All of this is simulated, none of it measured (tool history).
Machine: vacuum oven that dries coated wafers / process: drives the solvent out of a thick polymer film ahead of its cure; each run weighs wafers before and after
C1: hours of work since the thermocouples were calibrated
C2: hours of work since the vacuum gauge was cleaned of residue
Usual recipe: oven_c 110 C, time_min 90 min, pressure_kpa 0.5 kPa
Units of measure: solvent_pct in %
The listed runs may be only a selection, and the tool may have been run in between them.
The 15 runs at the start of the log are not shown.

{"run": 16, "hour": 425.0, "oven_c": 110, "time_min": 90, "pressure_kpa": 0.5, "C1": 696, "C2": 813, "solvent_pct": 1.51}
{"run": 17, "hour": 451.8, "oven_c": 110, "time_min": 62, "pressure_kpa": 0.976, "C1": 709, "C2": 826, "solvent_pct": 2.94}
{"run": 18, "hour": 472.8, "oven_c": 107, "time_min": 90, "pressure_kpa": 0.452, "C1": 719, "C2": 837, "solvent_pct": 2.09}
{"run": 19, "hour": 509.6, "oven_c": 96, "time_min": 84, "pressure_kpa": 0.452, "C1": 737, "C2": 854, "solvent_pct": 5.26}
{"run": 20, "hour": 533.0, "oven_c": 96, "time_min": 84, "pressure_kpa": 0.452, "C1": 748, "C2": 866, "solvent_pct": 5.29}
{"run": 21, "hour": 570.2, "oven_c": 96, "time_min": 84, "pressure_kpa": 0.452, "C1": 766, "C2": 884, "solvent_pct": 5.26}
{"run": 22, "hour": 593.6, "oven_c": 110, "time_min": 90, "pressure_kpa": 1.311, "C1": 778, "C2": 895, "solvent_pct": 1.82}
{"run": 23, "hour": 629.3, "oven_c": 110, "time_min": 90, "pressure_kpa": 1.311, "C1": 795, "C2": 912, "solvent_pct": 1.78}
{"run": 24, "hour": 647.9, "oven_c": 110, "time_min": 90, "pressure_kpa": 1.311, "C1": 804, "C2": 921, "solvent_pct": 1.79}
{"run": 25, "hour": 678.0, "oven_c": 106, "time_min": 90, "pressure_kpa": 0.788, "C1": 819, "C2": 936, "solvent_pct": 2.45}
{"run": 26, "hour": 695.1, "oven_c": 106, "time_min": 90, "pressure_kpa": 0.788, "C1": 827, "C2": 944, "solvent_pct": 2.51}
{"run": 27, "hour": 734.7, "oven_c": 106, "time_min": 90, "pressure_kpa": 0.788, "C1": 846, "C2": 964, "solvent_pct": 2.48}
{"run": 28, "hour": 760.6, "oven_c": 106, "time_min": 90, "pressure_kpa": 0.788, "C1": 859, "C2": 976, "solvent_pct": 2.49}
{"hour": 766.0, "done": "oven's thermocouples calibrated"}
{"run": 29, "hour": 787.2, "oven_c": 106, "time_min": 49, "pressure_kpa": 1.034, "C1": 10, "C2": 988, "solvent_pct": 4.54}
{"run": 30, "hour": 807.6, "oven_c": 106, "time_min": 49, "pressure_kpa": 1.034, "C1": 20, "C2": 998, "solvent_pct": 4.55}
{"run": 31, "hour": 837.1, "oven_c": 106, "time_min": 49, "pressure_kpa": 1.034, "C1": 35, "C2": 1012, "solvent_pct": 4.52}

Here are 4 independent what-if runs from the current tool condition. What would each one return?
{"run": "A", "hour": 866.4, "oven_c": 110, "time_min": 63, "pressure_kpa": 1.034, "C1": 49, "C2": 1027, "solvent_pct": "?"}
{"run": "B", "hour": 866.4, "oven_c": 105, "time_min": 46, "pressure_kpa": 0.393, "C1": 49, "C2": 1027, "solvent_pct": "?"}
{"run": "C", "hour": 866.4, "oven_c": 118, "time_min": 90, "pressure_kpa": 0.5, "C1": 49, "C2": 1027, "solvent_pct": "?"}
{"run": "D", "hour": 866.4, "oven_c": 106, "time_min": 50, "pressure_kpa": 1.388, "C1": 49, "C2": 1027, "solvent_pct": "?"}

run=A solvent_pct=2.51
run=B solvent_pct=4.92
run=C solvent_pct=0.44
run=D solvent_pct=4.57
What these runs would have given with no unlogged condition in the tool:
run=A solvent_pct=2.42
run=B solvent_pct=4.83
run=C solvent_pct=0.38
run=D solvent_pct=4.48
